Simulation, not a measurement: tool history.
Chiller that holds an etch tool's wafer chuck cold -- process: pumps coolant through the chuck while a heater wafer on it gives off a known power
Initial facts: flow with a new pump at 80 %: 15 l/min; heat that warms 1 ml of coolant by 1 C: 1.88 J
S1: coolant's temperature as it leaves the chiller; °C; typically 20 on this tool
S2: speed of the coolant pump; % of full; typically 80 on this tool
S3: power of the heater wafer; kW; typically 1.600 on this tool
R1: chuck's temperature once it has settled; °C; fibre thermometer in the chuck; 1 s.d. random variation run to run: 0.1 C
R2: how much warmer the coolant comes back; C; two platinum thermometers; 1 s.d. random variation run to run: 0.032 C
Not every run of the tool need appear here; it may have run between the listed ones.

{"run": 1, "hour": 0.0, "S1": 20, "S2": 80, "S3": 1.6, "R1": 35.0, "R2": 3.4}
{"run": 2, "hour": 67.1, "S1": 18, "S2": 80, "S3": 1.6, "R1": 33.0, "R2": 3.39}
{"run": 3, "hour": 139.8, "S1": 20, "S2": 80, "S3": 1.6, "R1": 35.0, "R2": 3.37}
{"run": 4, "hour": 226.0, "S1": 20, "S2": 80, "S3": 1.6, "R1": 35.1, "R2": 3.4}
{"run": 5, "hour": 297.9, "S1": 18, "S2": 80, "S3": 1.6, "R1": 33.1, "R2": 3.35}
{"run": 6, "hour": 362.6, "S1": 18, "S2": 80, "S3": 1.6, "R1": 32.9, "R2": 3.31}
{"run": 7, "hour": 412.8, "S1": 29, "S2": 80, "S3": 1.6, "R1": 43.9, "R2": 3.34}
{"run": 8, "hour": 492.2, "S1": 20, "S2": 80, "S3": 1.6, "R1": 34.9, "R2": 3.29}
{"run": 9, "hour": 565.4, "S1": 26, "S2": 80, "S3": 1.6, "R1": 41.0, "R2": 3.27}
{"run": 10, "hour": 604.6, "S1": 20, "S2": 80, "S3": 2.347, "R1": 42.2, "R2": 4.89}
{"run": 11, "hour": 665.4, "S1": 20, "S2": 80, "S3": 2.347, "R1": 42.2, "R2": 4.9}
{"run": 12, "hour": 709.5, "S1": 20, "S2": 80, "S3": 2.347, "R1": 42.0, "R2": 4.88}
{"run": 13, "hour": 800.9, "S1": 11, "S2": 80, "S3": 1.6, "R1": 26.1, "R2": 3.28}
{"run": 14, "hour": 849.0, "S1": 30, "S2": 80, "S3": 1.6, "R1": 44.9, "R2": 3.26}
{"run": 15, "hour": 900.1, "S1": 30, "S2": 80, "S3": 1.6, "R1": 45.0, "R2": 3.23}
{"run": 16, "hour": 980.9, "S1": 30, "S2": 80, "S3": 1.6, "R1": 44.9, "R2": 3.21}
{"run": 17, "hour": 1063.6, "S1": 30, "S2": 80, "S3": 1.6, "R1": 45.0, "R2": 3.2}
{"run": 18, "hour": 1126.8, "S1": 30, "S2": 80, "S3": 1.6, "R1": 45.0, "R2": 3.18}
{"run": 19, "hour": 1187.1, "S1": 30, "S2": 80, "S3": 1.6, "R1": 45.1, "R2": 3.12}
{"run": 20, "hour": 1237.5, "S1": 30, "S2": 98, "S3": 1.6, "R1": 42.8, "R2": 2.56}
{"run": 21, "hour": 1287.8, "S1": 30, "S2": 98, "S3": 1.6, "R1": 42.7, "R2": 2.54}
{"run": 22, "hour": 1340.7, "S1": 19, "S2": 77, "S3": 1.994, "R1": 38.2, "R2": 4.16}
{"run": 23, "hour": 1431.4, "S1": 27, "S2": 98, "S3": 1.176, "R1": 36.4, "R2": 1.75}
{"run": 24, "hour": 1485.0, "S1": 27, "S2": 98, "S3": 1.176, "R1": 36.3, "R2": 1.7}
{"run": 25, "hour": 1562.0, "S1": 27, "S2": 98, "S3": 1.176, "R1": 36.5, "R2": 1.73}
{"run": 26, "hour": 1602.3, "S1": 20, "S2": 80, "S3": 1.049, "R1": 29.7, "R2": 1.9}
{"run": 27, "hour": 1683.9, "S1": 20, "S2": 80, "S3": 1.049, "R1": 29.8, "R2": 1.9}
{"run": 28, "hour": 1739.0, "S1": 26, "S2": 97, "S3": 1.049, "R1": 34.5, "R2": 1.51}
{"run": 29, "hour": 1806.6, "S1": 26, "S2": 85, "S3": 1.049, "R1": 35.3, "R2": 1.78}
{"run": 30, "hour": 1847.1, "S1": 14, "S2": 68, "S3": 1.049, "R1": 25.3, "R2": 2.26}
{"run": 31, "hour": 1905.8, "S1": 20, "S2": 87, "S3": 2.167, "R1": 38.8, "R2": 3.87}

Alternative continuations, all from the tool just after run 31; predict every row:
{"run": "A", "hour": 1955.9, "S1": 20, "S2": 75, "S3": 1.6, "R1": "?", "R2": "?"}
{"run": "B", "hour": 1955.9, "S1": 16, "S2": 80, "S3": 0.953, "R1": "?", "R2": "?"}
{"run": "C", "hour": 1955.9, "S1": 20, "S2": 69, "S3": 1.6, "R1": "?", "R2": "?"}

run=A R1=35.8 R2=3.25
run=B R1=25.2 R2=1.56
run=C R1=36.9 R2=3.56
What these runs would have given with no unlogged condition in the tool:
run=A R1=35.8 R2=3.66
run=B R1=25.2 R2=1.98
run=C R1=36.9 R2=3.98
